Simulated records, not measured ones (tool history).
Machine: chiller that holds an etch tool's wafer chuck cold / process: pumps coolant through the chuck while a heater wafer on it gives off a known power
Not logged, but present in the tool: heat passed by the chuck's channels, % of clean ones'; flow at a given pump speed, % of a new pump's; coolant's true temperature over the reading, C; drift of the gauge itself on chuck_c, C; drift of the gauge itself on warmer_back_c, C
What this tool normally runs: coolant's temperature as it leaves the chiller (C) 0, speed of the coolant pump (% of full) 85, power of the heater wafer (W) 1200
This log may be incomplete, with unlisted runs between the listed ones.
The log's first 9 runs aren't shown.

| run | day | coolant's temperature as it leaves the chiller (C) | speed of the coolant pump (% of full) | power of the heater wafer (W) | hours since the coolant was changed and the channels were flushed | hours since the pump was overhauled | hours since the chiller's thermometer was calibrated | chuck's temperature once it has settled (C) | how much warmer the coolant comes back (C) |
|---|---|---|---|---|---|---|---|---|---|
| 10 | 57.488 | 0 | 85 | 1200 | 3672 | 6912 | 227 | 8.43 | 2.81 |
|  | 58.275 | coolant pump overhauled |
| 11 | 61.821 | 0 | 85 | 1200 | 3771 | 85 | 326 | 8.40 | 2.88 |
| 12 | 66.158 | 0 | 85 | 1200 | 3875 | 189 | 430 | 8.60 | 2.87 |
| 13 | 71.867 | 0 | 85 | 1200 | 4012 | 326 | 567 | 8.76 | 2.87 |
| 14 | 80.162 | 0 | 85 | 1200 | 4211 | 525 | 766 | 8.74 | 2.90 |
| 15 | 85.150 | 0 | 85 | 1242 | 4331 | 645 | 886 | 9.09 | 2.97 |
| 16 | 90.788 | 0 | 85 | 1200 | 4466 | 780 | 1021 | 8.71 | 2.85 |
|  | 94.254 | coolant pump overhauled, once more |
| 17 | 97.217 | 0 | 88 | 872 | 4616 | 71 | 1170 | 5.81 | 1.80 |
| 18 | 104.333 | -9 | 75 | 1200 | 4787 | 242 | 1341 | -0.18 | 2.91 |
| 19 | 110.225 | -9 | 75 | 1200 | 4928 | 383 | 1483 | -0.07 | 2.92 |
| 20 | 116.550 | -9 | 75 | 1200 | 5080 | 535 | 1634 | 0.07 | 2.94 |
| 21 | 122.133 | -9 | 75 | 1200 | 5214 | 669 | 1768 | -0.11 | 2.92 |
| 22 | 130.500 | -9 | 75 | 1200 | 5415 | 870 | 1969 | 0.02 | 2.93 |
| 23 | 137.725 | -9 | 75 | 1200 | 5588 | 1043 | 2143 | 0.01 | 2.96 |
| 24 | 146.396 | 0 | 71 | 840 | 5796 | 1251 | 2351 | 6.81 | 2.19 |
| 25 | 152.188 | -4 | 99 | 860 | 5935 | 1390 | 2490 | 1.15 | 1.60 |
| 26 | 156.296 | -4 | 99 | 860 | 6034 | 1489 | 2588 | 1.34 | 1.62 |
| 27 | 160.850 | 3 | 85 | 1054 | 6143 | 1598 | 2698 | 10.42 | 2.33 |
| 28 | 167.296 | -1 | 85 | 1760 | 6298 | 1753 | 2852 | 11.29 | 3.87 |
| 29 | 174.425 | -1 | 85 | 1760 | 6469 | 1924 | 3023 | 11.29 | 3.87 |
| 30 | 179.204 | -1 | 85 | 1760 | 6583 | 2039 | 3138 | 11.41 | 3.88 |
| 31 | 184.312 | -1 | 85 | 1760 | 6706 | 2161 | 3261 | 11.50 | 3.88 |
| 32 | 191.679 | -1 | 85 | 1760 | 6883 | 2338 | 3438 | 11.59 | 3.88 |

Consider 4 possible next runs. They are alternatives, not a sequence: every one starts from the tool as it was left by run 32. What does each give?
| A | 196.321 | -1 | 85 | 1200 | 6994 | 2450 | 3549 | ? | ? |
| B | 196.321 | 10 | 65 | 882 | 6994 | 2450 | 3549 | ? | ? |
| C | 196.321 | -9 | 72 | 1200 | 6994 | 2450 | 3549 | ? | ? |
| D | 196.321 | -8 | 85 | 914 | 6994 | 2450 | 3549 | ? | ? |

| run | chuck's temperature once it has settled (C) | how much warmer the coolant comes back (C) |
|---|---|---|
| A | 7.53 | 2.64 |
| B | 18.06 | 2.52 |
| C | 0.93 | 3.12 |
| D | -1.43 | 2.02 |
What these runs would have given with no unlogged condition in the tool:
| run | chuck's temperature once it has settled (C) | how much warmer the coolant comes back (C) |
|---|---|---|
| A | 6.00 | 2.55 |
| B | 16.65 | 2.44 |
| C | -0.80 | 3.01 |
| D | -2.63 | 1.95 |
